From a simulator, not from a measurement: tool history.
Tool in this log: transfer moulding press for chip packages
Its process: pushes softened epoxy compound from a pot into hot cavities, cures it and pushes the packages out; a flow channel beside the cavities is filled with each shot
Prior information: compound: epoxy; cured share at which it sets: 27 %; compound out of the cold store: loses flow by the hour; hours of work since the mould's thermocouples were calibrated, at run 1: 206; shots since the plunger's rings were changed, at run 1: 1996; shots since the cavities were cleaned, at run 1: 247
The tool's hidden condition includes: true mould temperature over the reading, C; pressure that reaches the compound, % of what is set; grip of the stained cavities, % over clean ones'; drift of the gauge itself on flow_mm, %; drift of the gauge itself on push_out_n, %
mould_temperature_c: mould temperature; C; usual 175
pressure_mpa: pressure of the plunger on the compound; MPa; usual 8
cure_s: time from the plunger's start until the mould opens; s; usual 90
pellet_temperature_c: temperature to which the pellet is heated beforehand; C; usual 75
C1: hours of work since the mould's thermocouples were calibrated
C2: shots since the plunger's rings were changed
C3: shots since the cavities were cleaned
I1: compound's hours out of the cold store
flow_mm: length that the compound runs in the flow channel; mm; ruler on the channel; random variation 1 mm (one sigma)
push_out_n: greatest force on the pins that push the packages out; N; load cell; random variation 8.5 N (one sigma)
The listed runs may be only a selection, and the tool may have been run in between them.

Run 1, hour 0: usual settings; C1 206; C2 1996; C3 247; I1 21. Result: flow_mm 628 mm, push_out_n 510 N.
Run 2, hour 21.6: usual settings; C1 215; C2 2181; C3 432; I1 22. Result: flow_mm 624 mm, push_out_n 601 N.
Run 3, hour 45: usual settings; C1 226; C2 2381; C3 632; I1 28.7. Result: flow_mm 605 mm, push_out_n 636 N.
At hour 55.8: cavities cleaned with cleaning compound and waxed.
Run 4, hour 73: usual settings but cure_s 81 s; C1 238; C2 2607; C3 147; I1 37.5. Result: flow_mm 580 mm, push_out_n 519 N.
Run 5, hour 87.1: usual settings; C1 244; C2 2727; C3 267; I1 24.3. Result: flow_mm 614 mm, push_out_n 528 N.
At hour 107.7: plunger's sealing rings changed.
Run 6, hour 108.1: usual settings but mould_temperature_c 171 C; C1 252; C2 3; C3 425; I1 35. Result: flow_mm 615 mm, push_out_n 685 N.
Run 7, hour 122.4: usual settings but mould_temperature_c 171 C; C1 259; C2 126; C3 548; I1 26.7. Result: flow_mm 638 mm, push_out_n 761 N.
At hour 142.5: cavities cleaned with cleaning compound and waxed.
Run 8, hour 142.5: usual settings but pellet_temperature_c 68 C; C1 267; C2 284; C3 0; I1 38.2. Result: flow_mm 591 mm, push_out_n 387 N.
Run 9, hour 166.4: usual settings but mould_temperature_c 169 C; C1 277; C2 488; C3 204; I1 28.5. Result: flow_mm 637 mm, push_out_n 705 N.
Run 10, hour 182.9: usual settings but mould_temperature_c 169 C; C1 285; C2 629; C3 345; I1 35. Result: flow_mm 619 mm, push_out_n 796 N.
Run 11, hour 203.3: usual settings but mould_temperature_c 169 C; C1 294; C2 803; C3 519; I1 17.2. Result: flow_mm 670 mm, push_out_n 908 N.
Run 12, hour 216.2: usual settings but mould_temperature_c 169 C; C1 300; C2 913; C3 629; I1 20.9. Result: flow_mm 658 mm, push_out_n 970 N.
At hour 226.7: cavities cleaned with cleaning compound and waxed.
Run 13, hour 240.3: usual settings but mould_temperature_c 179 C, pressure_mpa 6.41 MPa, cure_s 99 s, pellet_temperature_c 82 C; C1 310; C2 1106; C3 116; I1 10.7. Result: flow_mm 579 mm, push_out_n 395 N.
Run 14, hour 260.8: usual settings but mould_temperature_c 179 C, pressure_mpa 6.41 MPa, cure_s 99 s, pellet_temperature_c 82 C; C1 319; C2 1281; C3 291; I1 41.8. Result: flow_mm 505 mm, push_out_n 465 N.
Run 15, hour 284: usual settings but pressure_mpa 8.05 MPa, cure_s 80 s; C1 329; C2 1479; C3 489; I1 21. Result: flow_mm 633 mm, push_out_n 756 N.
Run 16, hour 298.9: usual settings but pressure_mpa 8.05 MPa, cure_s 84 s; C1 336; C2 1607; C3 617; I1 27. Result: flow_mm 615 mm, push_out_n 705 N.
At hour 312.7: cavities cleaned with cleaning compound and waxed.
Run 17, hour 317.8: usual settings but mould_temperature_c 172 C, pressure_mpa 6.73 MPa, pellet_temperature_c 85 C; C1 344; C2 1755; C3 44; I1 41.9. Result: flow_mm 535 mm, push_out_n 435 N.
Run 18, hour 343.1: usual settings but mould_temperature_c 168 C, pressure_mpa 7.91 MPa, pellet_temperature_c 85 C; C1 355; C2 1971; C3 260; I1 22.4. Result: flow_mm 649 mm, push_out_n 800 N.
Run 19, hour 362.4: usual settings but mould_temperature_c 179 C, pellet_temperature_c 68 C; C1 364; C2 2136; C3 425; I1 28.9. Result: flow_mm 591 mm, push_out_n 498 N.
Run 20, hour 385.9: usual settings but mould_temperature_c 179 C, pellet_temperature_c 68 C; C1 374; C2 2337; C3 626; I1 34.7. Result: flow_mm 577 mm, push_out_n 583 N.
At hour 396.3: cavities cleaned with cleaning compound and waxed.
Run 21, hour 409.4: usual settings but mould_temperature_c 179 C, pellet_temperature_c 68 C; C1 384; C2 2524; C3 112; I1 39.4. Result: flow_mm 564 mm, push_out_n 398 N.
Run 22, hour 433.6: usual settings but mould_temperature_c 179 C, pellet_temperature_c 68 C; C1 395; C2 2731; C3 319; I1 12.4. Result: flow_mm 632 mm, push_out_n 497 N.
At hour 453.9: plunger's sealing rings changed.
Run 23, hour 464.3: usual settings but mould_temperature_c 179 C, pressure_mpa 8.35 MPa, cure_s 105 s, pellet_temperature_c 68 C; C1 408; C2 89; C3 560; I1 29.7. Result: flow_mm 613 mm, push_out_n 538 N.

Forecast each of these 4 alternatives for the next run:
At hour 482.9: cavities cleaned with cleaning compound and waxed.
Run A, hour 485.5: usual settings but pressure_mpa 8.35 MPa, cure_s 105 s, pellet_temperature_c 82 C; C1 416; C2 256; C3 21; I1 31.8. Result: flow_mm ?, push_out_n ?.
At hour 482.9: cavities cleaned with cleaning compound and waxed.
Run B, hour 485.5: usual settings but mould_temperature_c 177 C, pellet_temperature_c 76 C; C1 416; C2 256; C3 21; I1 39.7. Result: flow_mm ?, push_out_n ?.
At hour 482.9: cavities cleaned with cleaning compound and waxed.
Run C, hour 485.5: usual settings but mould_temperature_c 167 C, pressure_mpa 6.58 MPa; C1 416; C2 256; C3 21; I1 33.3. Result: flow_mm ?, push_out_n ?.
At hour 482.9: cavities cleaned with cleaning compound and waxed.
Run D, hour 485.5: usual settings but mould_temperature_c 179 C, pressure_mpa 8.35 MPa, cure_s 105 s, pellet_temperature_c 69 C; C1 416; C2 256; C3 21; I1 22. Result: flow_mm ?, push_out_n ?.

run  flow_mm  push_out_n
  A      618         336
  B      577         362
  C      575         643
  D      632         332
What these runs would have given with no unlogged condition in the tool:
run  flow_mm  push_out_n
  A      624         322
  B      583         348
  C      581         635
  D      638         318

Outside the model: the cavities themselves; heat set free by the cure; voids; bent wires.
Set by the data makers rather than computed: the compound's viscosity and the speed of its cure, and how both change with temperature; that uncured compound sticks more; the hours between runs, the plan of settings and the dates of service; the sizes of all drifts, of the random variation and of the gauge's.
